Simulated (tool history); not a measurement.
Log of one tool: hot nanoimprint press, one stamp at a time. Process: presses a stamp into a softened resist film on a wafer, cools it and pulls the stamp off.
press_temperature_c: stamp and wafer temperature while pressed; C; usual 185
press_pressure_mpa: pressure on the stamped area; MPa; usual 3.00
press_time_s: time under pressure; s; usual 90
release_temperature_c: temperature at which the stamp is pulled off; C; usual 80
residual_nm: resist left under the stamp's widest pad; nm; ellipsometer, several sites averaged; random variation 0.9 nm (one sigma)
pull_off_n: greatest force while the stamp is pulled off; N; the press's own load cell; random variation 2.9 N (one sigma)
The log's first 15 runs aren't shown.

run	day	press_temperature_c	press_pressure_mpa	press_time_s	release_temperature_c	hours of work since the thermocouple was calibrated	imprints on the stamp's release coat	hours of work since the press's seals were changed	residual_nm	pull_off_n
16	10.562	174	2.32	50	72	220	761	334	341.5	185
17	11.492	178	3.00	65	80	233	807	348	259.0	166
18	12.338	183	3.00	90	80	246	850	360	203.7	179
19	13.329	183	3.00	90	80	260	899	374	204.2	171
# day 13.529: plate thermocouple calibrated
20	14.004	183	3.00	90	80	7	927	382	207.7	172
21	14.812	175	2.95	90	75	19	967	394	261.2	189
22	15.250	185	1.80	90	68	25	989	400	254.4	197
# day 16.096: plate thermocouple calibrated, once more
23	16.204	185	2.28	100	69	2	1031	412	209.8	195
24	17.225	185	3.97	59	80	16	1082	427	189.0	184
25	18.150	185	3.97	59	80	30	1129	440	189.3	174
26	19.146	185	2.35	59	80	44	1179	455	249.1	181
27	19.846	185	2.35	59	80	54	1214	465	249.4	185
28	20.396	189	3.00	170	65	62	1241	473	134.5	218
29	20.858	186	3.00	107	65	69	1264	480	173.1	224
30	21.862	186	1.87	107	73	84	1315	494	225.6	205

Forecast each of these 4 alternatives for the next run:
A	22.371	186	2.29	107	73	91	1340	502	?	?
B	22.371	185	3.88	90	80	91	1340	502	?	?
C	22.371	184	3.28	77	73	91	1340	502	?	?
D	22.371	185	3.00	100	71	91	1340	502	?	?

run	residual_nm	pull_off_n
A	199.1	207
B	166.6	187
C	198.0	209
D	184.6	215
Without the tool's hidden state the same runs would have given:
run	residual_nm	pull_off_n
A	195.1	145
B	161.9	130
C	193.1	146
D	180.2	150
